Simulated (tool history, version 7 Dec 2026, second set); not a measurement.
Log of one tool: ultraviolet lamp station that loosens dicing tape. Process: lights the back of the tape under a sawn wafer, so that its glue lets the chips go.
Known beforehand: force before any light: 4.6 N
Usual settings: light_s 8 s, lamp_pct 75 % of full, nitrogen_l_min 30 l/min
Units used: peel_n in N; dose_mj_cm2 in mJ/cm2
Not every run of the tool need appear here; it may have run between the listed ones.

| run | day | light_s | lamp_pct | nitrogen_l_min | peel_n | dose_mj_cm2 |
|---|---|---|---|---|---|---|
| 1 | 0 | 8 | 75 | 30 | 0.366 | 227 |
| 2 | 0.479 | 14 | 75 | 30 | 0.22 | 390 |
| 3 | 1.175 | 14 | 75 | 30 | 0.214 | 394 |
| 4 | 1.608 | 8 | 75 | 30 | 0.349 | 221 |
| 5 | 1.938 | 8 | 75 | 36 | 0.33 | 221 |
| 6 | 2.588 | 8 | 75 | 30 | 0.378 | 224 |
| 7 | 3.042 | 8 | 75 | 34 | 0.347 | 225 |
| 8 | 3.35 | 8 | 75 | 34 | 0.338 | 222 |
| 9 | 3.862 | 8 | 75 | 30 | 0.38 | 217 |
| 10 | 4.529 | 8 | 75 | 30 | 0.386 | 217 |
| 11 | 5.238 | 6 | 75 | 30 | 0.626 | 163 |
| 12 | 5.721 | 6 | 75 | 30 | 0.614 | 163 |
| 13 | 6.217 | 6 | 75 | 30 | 0.627 | 160 |
| 14 | 6.846 | 6 | 75 | 30 | 0.621 | 160 |
| 15 | 7.408 | 6 | 75 | 30 | 0.615 | 157 |
| 16 | 7.708 | 8 | 75 | 30 | 0.404 | 212 |
| 17 | 8.029 | 8 | 75 | 30 | 0.376 | 208 |
| 18 | 8.6 | 8 | 75 | 30 | 0.405 | 209 |
| 19 | 9.083 | 8 | 75 | 30 | 0.408 | 212 |
| 20 | 9.454 | 8 | 75 | 30 | 0.427 | 208 |
| 21 | 9.775 | 10 | 75 | 30 | 0.302 | 258 |
| 22 | 10.283 | 10 | 75 | 30 | 0.305 | 260 |
| 23 | 10.862 | 6 | 75 | 20 | 0.87 | 158 |
| 24 | 11.212 | 6 | 75 | 26 | 0.764 | 153 |
| 25 | 11.721 | 8 | 74 | 13 | 0.758 | 203 |
| 26 | 12.154 | 8 | 74 | 13 | 0.766 | 197 |
| 27 | 12.483 | 11 | 87 | 11 | 0.422 | 326 |
| 28 | 13.162 | 14 | 71 | 37 | 0.211 | 335 |
| 29 | 13.812 | 14 | 71 | 37 | 0.218 | 324 |
| 30 | 14.367 | 15 | 82 | 36 | 0.216 | 412 |
| 31 | 14.883 | 11 | 75 | 32 | 0.276 | 278 |
| 32 | 15.258 | 11 | 75 | 32 | 0.286 | 273 |
| 33 | 15.658 | 11 | 75 | 32 | 0.291 | 270 |
| 34 | 16.212 | 11 | 75 | 32 | 0.294 | 269 |
| 35 | 16.512 | 11 | 75 | 32 | 0.283 | 264 |
| 36 | 16.829 | 11 | 75 | 32 | 0.276 | 267 |
| 37 | 17.112 | 12 | 78 | 28 | 0.254 | 301 |
| 38 | 17.788 | 12 | 73 | 28 | 0.297 | 278 |
| 39 | 18.312 | 12 | 73 | 28 | 0.28 | 283 |
| 40 | 19.012 | 14 | 85 | 11 | 0.328 | 372 |
| 41 | 19.608 | 14 | 85 | 11 | 0.319 | 370 |
| 42 | 19.954 | 14 | 85 | 11 | 0.333 | 375 |
| 43 | 20.45 | 5 | 87 | 30 | 0.791 | 139 |

Each row is a separate what-if for the run after 43, all from the same tool condition, not one after another. Results?
| A | 21.117 | 5 | 84 | 30 | ? | ? |
| B | 21.117 | 11 | 87 | 17 | ? | ? |
| C | 21.117 | 9 | 75 | 30 | ? | ? |
| D | 21.117 | 4 | 83 | 13 | ? | ? |

| run | peel_n | dose_mj_cm2 |
|---|---|---|
| A | 0.849 | 130 |
| B | 0.352 | 291 |
| C | 0.434 | 207 |
| D | 1.744 | 105 |
What these runs would have given with no unlogged condition in the tool:
| run | peel_n | dose_mj_cm2 |
|---|---|---|
| A | 0.448 | 194 |
| B | 0.232 | 437 |
| C | 0.265 | 310 |
| D | 1.123 | 156 |

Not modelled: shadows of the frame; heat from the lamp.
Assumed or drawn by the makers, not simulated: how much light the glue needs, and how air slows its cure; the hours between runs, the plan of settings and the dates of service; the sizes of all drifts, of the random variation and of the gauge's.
